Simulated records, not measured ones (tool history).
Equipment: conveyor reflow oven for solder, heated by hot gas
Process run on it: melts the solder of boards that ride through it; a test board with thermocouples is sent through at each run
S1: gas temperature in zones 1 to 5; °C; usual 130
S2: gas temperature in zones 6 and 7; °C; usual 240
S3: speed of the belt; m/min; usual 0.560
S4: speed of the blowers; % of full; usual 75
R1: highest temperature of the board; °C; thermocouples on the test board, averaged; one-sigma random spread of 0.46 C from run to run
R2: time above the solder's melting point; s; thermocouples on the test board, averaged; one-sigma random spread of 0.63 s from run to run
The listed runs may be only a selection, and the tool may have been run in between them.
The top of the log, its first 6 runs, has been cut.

run    hour   S1   S2     S3  S4     R1    R2
  7   225.0  130  240  0.560  75  220.1  64.0
  8   250.0  130  240  0.560  75  220.0  64.3
  9   302.7  130  240  0.560  75  219.9  62.2
 10   343.8  130  240  0.560  75  219.2  62.0
 11   372.4  130  240  0.560  75  219.3  62.9
 12   395.9  130  240  0.560  75  217.9  63.1
 13   444.4  130  240  0.560  75  218.7  61.9
 14   491.5  127  240  0.560  75  217.4  59.9
 15   519.7  127  240  0.560  75  217.5  60.6
 16   547.2  142  229  0.560  75  211.2  61.0
 17   586.9  128  253  0.647  62  215.5  49.7
 18   610.5  137  240  0.610  59  209.5  50.4
 19   632.0  127  228  0.523  57  203.6  46.9
      647.9  -- belt drive overhauled, speed set with a stopwatch
 20   688.4  135  241  0.590  75  216.7  59.2
 21   714.8  144  240  0.560  69  218.1  67.6
 22   750.2  130  248  0.560  75  222.4  66.1
      757.9  -- flux residue cleaned out of gas plates and filters
 23   785.1  130  240  0.549  60  215.6  62.5
 24   815.3  130  240  0.549  60  216.1  61.2
 25   862.5  121  234  0.549  60  208.3  51.0
 26   904.7  125  240  0.506  75  221.8  72.6
      915.9  -- belt drive overhauled, speed set with a stopwatch, once more
 27   958.0  143  238  0.560  75  219.1  67.2
 28   998.4  135  249  0.560  75  226.0  70.3
 29  1022.5  117  229  0.560  75  205.7  45.4
 30  1067.3  130  229  0.601  82  208.2  47.1

3 options for the next run, each taken on its own from the tool as it stands now. Forecast them:
  A  1090.7  118  229  0.543  61   ?   ?
  B  1090.7  130  241  0.668  82   ?   ?
  C  1090.7  137  246  0.560  89   ?   ?

run     R1    R2
  A  202.2  40.0
  B  212.5  47.7
  C  226.9  72.4
Take away the tool's hidden state, keep each run's random variation, and the runs would have read:
run     R1    R2
  A  206.0  45.5
  B  216.9  51.5
  C  231.0  75.0
